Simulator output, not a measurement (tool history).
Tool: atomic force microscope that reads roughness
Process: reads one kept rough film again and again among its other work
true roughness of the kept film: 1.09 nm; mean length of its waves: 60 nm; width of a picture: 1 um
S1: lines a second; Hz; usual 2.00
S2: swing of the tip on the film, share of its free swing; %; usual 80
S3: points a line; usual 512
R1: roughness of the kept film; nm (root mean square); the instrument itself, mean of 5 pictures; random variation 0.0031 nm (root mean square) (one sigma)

run 1 hour=0.0 | S1=2.00 S2=80 S3=512 | R1=0.907
run 2 hour=9.4 | S1=2.00 S2=80 S3=512 | R1=0.907
run 3 hour=14.0 | S1=2.00 S2=80 S3=512 | R1=0.906
run 4 hour=19.2 | S1=2.00 S2=80 S3=512 | R1=0.909
run 5 hour=26.0 | S1=2.00 S2=80 S3=512 | R1=0.908
run 6 hour=34.8 | S1=2.00 S2=80 S3=512 | R1=0.905
run 7 hour=38.8 | S1=2.00 S2=80 S3=554 | R1=0.908
run 8 hour=48.0 | S1=2.00 S2=80 S3=554 | R1=0.902
run 9 hour=53.8 | S1=2.00 S2=80 S3=554 | R1=0.904
run 10 hour=62.7 | S1=2.00 S2=80 S3=512 | R1=0.904
run 11 hour=67.3 | S1=2.00 S2=80 S3=512 | R1=0.906
run 12 hour=75.0 | S1=1.92 S2=80 S3=512 | R1=0.899
run 13 hour=80.4 | S1=2.00 S2=80 S3=258 | R1=0.897
run 14 hour=85.1 | S1=2.00 S2=80 S3=258 | R1=0.902
run 15 hour=93.8 | S1=0.82 S2=80 S3=258 | R1=1.003
run 16 hour=103.5 | S1=2.00 S2=80 S3=512 | R1=0.916
run 17 hour=112.6 | S1=2.00 S2=80 S3=512 | R1=0.914
run 18 hour=117.5 | S1=2.00 S2=80 S3=512 | R1=0.913
run 19 hour=125.7 | S1=0.84 S2=80 S3=512 | R1=0.998
run 20 hour=131.2 | S1=0.84 S2=80 S3=512 | R1=1.003
run 21 hour=135.4 | S1=0.84 S2=80 S3=512 | R1=0.995
run 22 hour=142.6 | S1=2.00 S2=80 S3=922 | R1=0.909
run 23 hour=146.8 | S1=2.00 S2=80 S3=922 | R1=0.913
run 24 hour=153.4 | S1=2.00 S2=80 S3=300 | R1=0.906
run 25 hour=161.4 | S1=2.00 S2=80 S3=300 | R1=0.903
run 26 hour=167.4 | S1=2.00 S2=71 S3=828 | R1=0.963
run 27 hour=172.0 | S1=2.28 S2=80 S3=505 | R1=0.885
run 28 hour=178.0 | S1=2.28 S2=80 S3=505 | R1=0.887
run 29 hour=188.3 | S1=2.00 S2=62 S3=323 | R1=0.991
run 30 hour=193.6 | S1=2.05 S2=71 S3=323 | R1=0.947
run 31 hour=198.8 | S1=0.58 S2=71 S3=991 | R1=1.029
run 32 hour=207.6 | S1=0.58 S2=71 S3=991 | R1=1.026
run 33 hour=212.6 | S1=0.58 S2=71 S3=991 | R1=1.025
run 34 hour=220.7 | S1=0.98 S2=71 S3=800 | R1=1.023
run 35 hour=229.0 | S1=0.98 S2=71 S3=800 | R1=1.026
run 36 hour=236.8 | S1=0.98 S2=71 S3=800 | R1=1.015
run 37 hour=244.4 | S1=0.98 S2=71 S3=800 | R1=1.017
run 38 hour=253.2 | S1=2.17 S2=72 S3=800 | R1=0.953
run 39 hour=260.9 | S1=3.22 S2=69 S3=455 | R1=0.921
run 40 hour=270.2 | S1=1.26 S2=56 S3=480 | R1=1.039
run 41 hour=275.9 | S1=2.00 S2=68 S3=512 | R1=0.975
run 42 hour=280.7 | S1=2.00 S2=80 S3=799 | R1=0.905
run 43 hour=285.2 | S1=3.72 S2=59 S3=319 | R1=0.970
run 44 hour=289.9 | S1=2.24 S2=87 S3=830 | R1=0.831
run 45 hour=295.4 | S1=1.73 S2=69 S3=512 | R1=0.980
run 46 hour=304.3 | S1=0.52 S2=69 S3=512 | R1=1.039
run 47 hour=309.8 | S1=1.04 S2=86 S3=487 | R1=0.939
run 48 hour=316.3 | S1=1.04 S2=71 S3=487 | R1=0.999
run 49 hour=322.6 | S1=3.16 S2=87 S3=487 | R1=0.761

Taken out of this log: 4 entries between the listed runs. Where each belongs, and how the hidden state differs across it:
Between runs 14 and 15: new tip fitted (hour 88.8)
  radius of the tip, nm: 25.2 -> 8; height scale over the true one, %: 0.29 -> 0.3
  measured less the result without the state, R1: -0.017 -> +0.002 nm (root mean square)
Between runs 25 and 26: height scale calibrated on a step standard (hour 163.2)
  radius of the tip, nm: 17.9 -> 18.5; height scale over the true one, %: 0.34 -> 0.52
  measured less the result without the state, R1: -0.009 -> -0.008 nm (root mean square)
Between runs 28 and 29: height scale calibrated on a step standard, once more (hour 187.0)
  radius of the tip, nm: 20.1 -> 21.4; height scale over the true one, %: 0.52 -> -0.01
  measured less the result without the state, R1: -0.009 -> -0.017 nm (root mean square)
Between runs 33 and 34: new tip fitted (hour 214.5)
  radius of the tip, nm: 25 -> 8.1
  measured less the result without the state, R1: -0.022 -> -0.001 nm (root mean square)
